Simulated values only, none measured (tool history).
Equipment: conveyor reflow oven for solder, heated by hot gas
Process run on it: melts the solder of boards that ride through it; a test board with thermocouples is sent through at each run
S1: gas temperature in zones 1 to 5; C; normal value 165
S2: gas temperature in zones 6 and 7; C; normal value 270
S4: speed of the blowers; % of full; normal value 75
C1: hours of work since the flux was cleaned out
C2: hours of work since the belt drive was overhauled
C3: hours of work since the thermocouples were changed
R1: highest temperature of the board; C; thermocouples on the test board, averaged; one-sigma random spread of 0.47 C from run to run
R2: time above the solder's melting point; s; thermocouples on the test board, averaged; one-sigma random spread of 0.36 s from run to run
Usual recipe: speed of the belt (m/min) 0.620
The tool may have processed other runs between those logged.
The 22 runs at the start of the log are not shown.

{"run": 23, "hour": 166.8, "S1": 179, "S2": 281, "speed of the belt (m/min)": 0.566, "S4": 86, "C1": 111, "C2": 128, "C3": 58, "R1": 263.6, "R2": 54.1}
{"run": 24, "hour": 177.5, "S1": 175, "S2": 282, "speed of the belt (m/min)": 0.54, "S4": 86, "C1": 118, "C2": 136, "C3": 65, "R1": 265.0, "R2": 57.1}
{"run": 25, "hour": 185.4, "S1": 165, "S2": 270, "speed of the belt (m/min)": 0.712, "S4": 52, "C1": 124, "C2": 141, "C3": 71, "R1": 226.1, "R2": 12.3}
{"run": 26, "hour": 195.1, "S1": 165, "S2": 270, "speed of the belt (m/min)": 0.712, "S4": 52, "C1": 131, "C2": 148, "C3": 78, "R1": 226.7, "R2": 12.3}
{"run": 27, "hour": 202.3, "S1": 165, "S2": 259, "speed of the belt (m/min)": 0.634, "S4": 66, "C1": 136, "C2": 153, "C3": 83, "R1": 232.3, "R2": 21.9}
{"run": 28, "hour": 207.7, "S1": 165, "S2": 267, "speed of the belt (m/min)": 0.681, "S4": 66, "C1": 139, "C2": 157, "C3": 87, "R1": 234.0, "R2": 22.1}
{"run": 29, "hour": 217.6, "S1": 165, "S2": 267, "speed of the belt (m/min)": 0.681, "S4": 66, "C1": 146, "C2": 164, "C3": 94, "R1": 233.9, "R2": 22.3}
{"run": 30, "hour": 222.9, "S1": 165, "S2": 262, "speed of the belt (m/min)": 0.67, "S4": 66, "C1": 150, "C2": 167, "C3": 97, "R1": 231.4, "R2": 19.8}

Forecast run 31:
{"run": 31, "hour": 228.0, "S1": 165, "S2": 270, "speed of the belt (m/min)": 0.583, "S4": 69, "C1": 154, "C2": 171, "C3": 101, "R1": "?", "R2": "?"}

{"run 31": {"R1": 244.6, "R2": 37.3}}
Had the tool carried no hidden state, the very same run would have given R1 246.5 C, R2 38.8 s.
